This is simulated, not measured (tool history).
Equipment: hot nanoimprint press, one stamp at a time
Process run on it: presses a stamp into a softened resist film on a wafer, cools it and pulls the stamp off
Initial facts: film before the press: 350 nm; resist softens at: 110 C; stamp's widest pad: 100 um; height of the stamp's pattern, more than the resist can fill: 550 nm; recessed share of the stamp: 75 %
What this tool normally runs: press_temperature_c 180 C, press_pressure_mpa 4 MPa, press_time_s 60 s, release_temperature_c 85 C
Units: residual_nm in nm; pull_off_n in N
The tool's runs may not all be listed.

run 1 day=0 | press_temperature_c=180 press_pressure_mpa=4 press_time_s=60 release_temperature_c=85 | residual_nm=183.6 pull_off_n=117
run 2 day=1.683 | press_temperature_c=180 press_pressure_mpa=4 press_time_s=60 release_temperature_c=85 | residual_nm=184.1 pull_off_n=117
run 3 day=3.417 | press_temperature_c=174 press_pressure_mpa=4 press_time_s=60 release_temperature_c=85 | residual_nm=219.7 pull_off_n=116
run 4 day=4.292 | press_temperature_c=174 press_pressure_mpa=4 press_time_s=60 release_temperature_c=85 | residual_nm=220.8 pull_off_n=115
run 5 day=5.417 | press_temperature_c=174 press_pressure_mpa=4 press_time_s=60 release_temperature_c=81 | residual_nm=220.2 pull_off_n=125
-- day=6.321 plate thermocouple calibrated
run 6 day=7.175 | press_temperature_c=174 press_pressure_mpa=4 press_time_s=60 release_temperature_c=81 | residual_nm=219.8 pull_off_n=125
run 7 day=8.212 | press_temperature_c=180 press_pressure_mpa=4 press_time_s=60 release_temperature_c=85 | residual_nm=184.2 pull_off_n=120
run 8 day=9.35 | press_temperature_c=180 press_pressure_mpa=4.94 press_time_s=60 release_temperature_c=85 | residual_nm=164.4 pull_off_n=115
run 9 day=10.875 | press_temperature_c=180 press_pressure_mpa=4 press_time_s=60 release_temperature_c=74 | residual_nm=184.2 pull_off_n=142
-- day=11.65 stamp cleaned and given a new release coat
run 10 day=12.683 | press_temperature_c=180 press_pressure_mpa=4 press_time_s=60 release_temperature_c=74 | residual_nm=184.4 pull_off_n=142
run 11 day=14.071 | press_temperature_c=180 press_pressure_mpa=4 press_time_s=60 release_temperature_c=71 | residual_nm=185 pull_off_n=146
run 12 day=15.129 | press_temperature_c=180 press_pressure_mpa=3.21 press_time_s=60 release_temperature_c=71 | residual_nm=206.8 pull_off_n=148
run 13 day=16.688 | press_temperature_c=180 press_pressure_mpa=3.21 press_time_s=60 release_temperature_c=74 | residual_nm=206.3 pull_off_n=145
run 14 day=17.721 | press_temperature_c=180 press_pressure_mpa=4 press_time_s=60 release_temperature_c=85 | residual_nm=184.9 pull_off_n=114
run 15 day=18.538 | press_temperature_c=180 press_pressure_mpa=4 press_time_s=60 release_temperature_c=92 | residual_nm=184.7 pull_off_n=94
run 16 day=20.05 | press_temperature_c=169 press_pressure_mpa=2.96 press_time_s=60 release_temperature_c=85 | residual_nm=281.3 pull_off_n=116
run 17 day=21.9 | press_temperature_c=180 press_pressure_mpa=4 press_time_s=60 release_temperature_c=72 | residual_nm=184.4 pull_off_n=148
run 18 day=22.75 | press_temperature_c=180 press_pressure_mpa=2.54 press_time_s=60 release_temperature_c=81 | residual_nm=230.4 pull_off_n=127
run 19 day=24.5 | press_temperature_c=180 press_pressure_mpa=4 press_time_s=80 release_temperature_c=85 | residual_nm=168.9 pull_off_n=114
run 20 day=25.438 | press_temperature_c=185 press_pressure_mpa=3.76 press_time_s=93 release_temperature_c=86 | residual_nm=142.5 pull_off_n=112
run 21 day=26.346 | press_temperature_c=185 press_pressure_mpa=3.42 press_time_s=54 release_temperature_c=92 | residual_nm=178.4 pull_off_n=98
run 22 day=27.708 | press_temperature_c=189 press_pressure_mpa=4.01 press_time_s=60 release_temperature_c=78 | residual_nm=140.1 pull_off_n=135
run 23 day=28.792 | press_temperature_c=180 press_pressure_mpa=2.46 press_time_s=60 release_temperature_c=75 | residual_nm=234.1 pull_off_n=139
run 24 day=29.912 | press_temperature_c=180 press_pressure_mpa=2.46 press_time_s=60 release_temperature_c=75 | residual_nm=233.8 pull_off_n=142
-- day=30.792 stamp cleaned and given a new release coat
run 25 day=32.017 | press_temperature_c=180 press_pressure_mpa=3.7 press_time_s=43 release_temperature_c=75 | residual_nm=212 pull_off_n=140
-- day=32.225 plate thermocouple calibrated
run 26 day=33.938 | press_temperature_c=181 press_pressure_mpa=5.82 press_time_s=60 release_temperature_c=89 | residual_nm=146.2 pull_off_n=102
run 27 day=34.883 | press_temperature_c=180 press_pressure_mpa=4 press_time_s=39 release_temperature_c=85 | residual_nm=210.8 pull_off_n=118
run 28 day=36.442 | press_temperature_c=184 press_pressure_mpa=6.17 press_time_s=37 release_temperature_c=71 | residual_nm=150.6 pull_off_n=149
run 29 day=37.425 | press_temperature_c=184 press_pressure_mpa=6.17 press_time_s=37 release_temperature_c=71 | residual_nm=149.8 pull_off_n=150

For some of the steps in residual_nm from one run to the next: how much would appear even if the tool had no hidden state, given the settings, what came in and random variation, and how much remains for the hidden state plus any gauge scatter that the measured result and the result without hidden state don't share?
Hidden conditions of the tool in this case: true temperature over the reading, C; pressure that arrives at the usual setting, %; grip of the stamp's worn release coat, % over a new coat's; drift of the gauge itself on residual_nm, %; drift of the gauge itself on pull_off_n, %.
Run 15 -> 16: press_temperature_c 180 -> 169, press_pressure_mpa 4 -> 2.96, release_temperature_c 92 -> 85. residual_nm +96.6 nm: hidden state +0.6, all else +96.
Run 16 -> 17: press_temperature_c 169 -> 180, press_pressure_mpa 2.96 -> 4, release_temperature_c 85 -> 72. residual_nm -96.9 nm: hidden state -0.5, all else -96.4.
Run 22 -> 23: press_temperature_c 189 -> 180, press_pressure_mpa 4.01 -> 2.46, release_temperature_c 78 -> 75. residual_nm +94 nm: hidden state +0.8, all else +93.2.
Run 26 -> 27: press_temperature_c 181 -> 180, press_pressure_mpa 5.82 -> 4, press_time_s 60 -> 39, release_temperature_c 89 -> 85. residual_nm +64.6 nm: hidden state +0.7, all else +63.9.
